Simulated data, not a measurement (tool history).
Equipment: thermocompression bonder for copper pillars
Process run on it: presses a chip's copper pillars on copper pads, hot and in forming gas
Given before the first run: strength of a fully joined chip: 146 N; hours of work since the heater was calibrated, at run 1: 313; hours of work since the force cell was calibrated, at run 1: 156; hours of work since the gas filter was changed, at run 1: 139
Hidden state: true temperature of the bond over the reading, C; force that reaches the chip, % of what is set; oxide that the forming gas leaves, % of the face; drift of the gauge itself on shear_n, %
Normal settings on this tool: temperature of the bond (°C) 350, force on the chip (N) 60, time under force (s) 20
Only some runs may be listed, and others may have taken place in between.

| run | hour | temperature of the bond (°C) | force on the chip (N) | time under force (s) | hours of work since the heater was calibrated | hours of work since the force cell was calibrated | hours of work since the gas filter was changed | force that shears a chip off (N) |
|---|---|---|---|---|---|---|---|---|
| 1 | 0 | 350 | 60 | 20 | 313 | 156 | 139 | 90.1 |
| 2 | 5.6 | 350 | 60 | 20 | 317 | 160 | 143 | 90 |
| 3 | 13.8 | 350 | 60 | 20 | 322 | 165 | 148 | 91 |
| 4 | 25.6 | 376 | 60 | 20 | 330 | 172 | 155 | 104.1 |
| 5 | 37.3 | 376 | 45 | 20 | 337 | 180 | 163 | 91.9 |
| 6 | 46.7 | 350 | 60 | 48 | 343 | 186 | 169 | 112.8 |
| 7 | 56.2 | 350 | 60 | 48 | 349 | 192 | 175 | 112 |
| 8 | 61.6 | 350 | 60 | 48 | 352 | 195 | 178 | 112.4 |
| 9 | 71.3 | 350 | 60 | 48 | 358 | 201 | 184 | 112 |
| 10 | 76.3 | 350 | 60 | 48 | 361 | 204 | 187 | 112.7 |
| 11 | 83.7 | 350 | 40 | 20 | 366 | 209 | 192 | 71.3 |
| 12 | 89 | 350 | 63 | 20 | 369 | 212 | 195 | 91.8 |
| 13 | 100.2 | 350 | 90 | 20 | 376 | 219 | 202 | 107.4 |
| 14 | 106.1 | 350 | 60 | 20 | 380 | 223 | 206 | 89.6 |
| 15 | 115 | 350 | 60 | 20 | 386 | 228 | 211 | 89.3 |
| 16 | 121.4 | 350 | 60 | 20 | 389 | 232 | 215 | 88.9 |
| 17 | 130.5 | 350 | 48 | 20 | 395 | 238 | 221 | 79.7 |
| 18 | 137.6 | 350 | 48 | 20 | 400 | 243 | 226 | 79.6 |
| 19 | 146.7 | 350 | 66 | 20 | 405 | 248 | 231 | 93 |
| 20 | 154.1 | 336 | 55 | 43 | 410 | 253 | 236 | 97.6 |
| 21 | 161.7 | 336 | 55 | 43 | 415 | 258 | 241 | 97.4 |
| 22 | 171.7 | 336 | 55 | 43 | 421 | 264 | 247 | 97.5 |
|  | 174.2 | heater calibrated with a thermocouple chip |
| 23 | 183.3 | 350 | 87 | 29 | 6 | 270 | 253 | 113.8 |
| 24 | 189.3 | 358 | 38 | 10 | 9 | 274 | 257 | 57.2 |
| 25 | 198.4 | 356 | 38 | 10 | 15 | 279 | 262 | 56 |
| 26 | 206.9 | 356 | 38 | 10 | 20 | 285 | 268 | 55.6 |
| 27 | 215.4 | 356 | 38 | 10 | 26 | 290 | 273 | 55.7 |
|  | 220.5 | heater calibrated with a thermocouple chip, once more |
| 28 | 226.4 | 358 | 60 | 42 | 4 | 296 | 279 | 113 |
| 29 | 237.8 | 350 | 51 | 20 | 11 | 303 | 286 | 82.2 |
| 30 | 249 | 365 | 38 | 33 | 18 | 310 | 293 | 90.6 |
| 31 | 254.3 | 359 | 43 | 33 | 21 | 313 | 296 | 93.3 |
| 32 | 262.2 | 359 | 43 | 33 | 26 | 318 | 301 | 93.7 |
| 33 | 272.4 | 359 | 43 | 33 | 32 | 324 | 307 | 93.8 |
| 34 | 280.3 | 360 | 46 | 20 | 37 | 329 | 312 | 84 |
| 35 | 288.6 | 350 | 40 | 31 | 43 | 335 | 318 | 83.1 |
| 36 | 297.8 | 377 | 40 | 13 | 48 | 340 | 323 | 75.7 |
| 37 | 307.6 | 367 | 74 | 13 | 55 | 346 | 329 | 97.1 |
| 38 | 312.6 | 367 | 74 | 13 | 58 | 350 | 333 | 97.4 |

What if the next run were any one of these 5? Each begins from the tool's condition after run 38:
|  | 317.1 | forming gas filter changed |
| A | 323.7 | 350 | 59 | 36 | 64 | 356 | 4 | ? |
|  | 317.1 | forming gas filter changed |
| B | 323.7 | 335 | 63 | 29 | 64 | 356 | 4 | ? |
|  | 317.1 | forming gas filter changed |
| C | 323.7 | 339 | 74 | 30 | 64 | 356 | 4 | ? |
|  | 317.1 | forming gas filter changed |
| D | 323.7 | 378 | 74 | 13 | 64 | 356 | 4 | ? |
|  | 317.1 | forming gas filter changed |
| E | 323.7 | 367 | 74 | 50 | 64 | 356 | 4 | ? |

| run | force that shears a chip off (N) |
|---|---|
| A | 107.2 |
| B | 95 |
| C | 105.8 |
| D | 105.3 |
| E | 130.2 |
The same runs, with their run-to-run variation unchanged, on a tool lacking any hidden condition would have given:
| run | force that shears a chip off (N) |
|---|---|
| A | 106.4 |
| B | 94.2 |
| C | 105 |
| D | 104.5 |
| E | 129.8 |
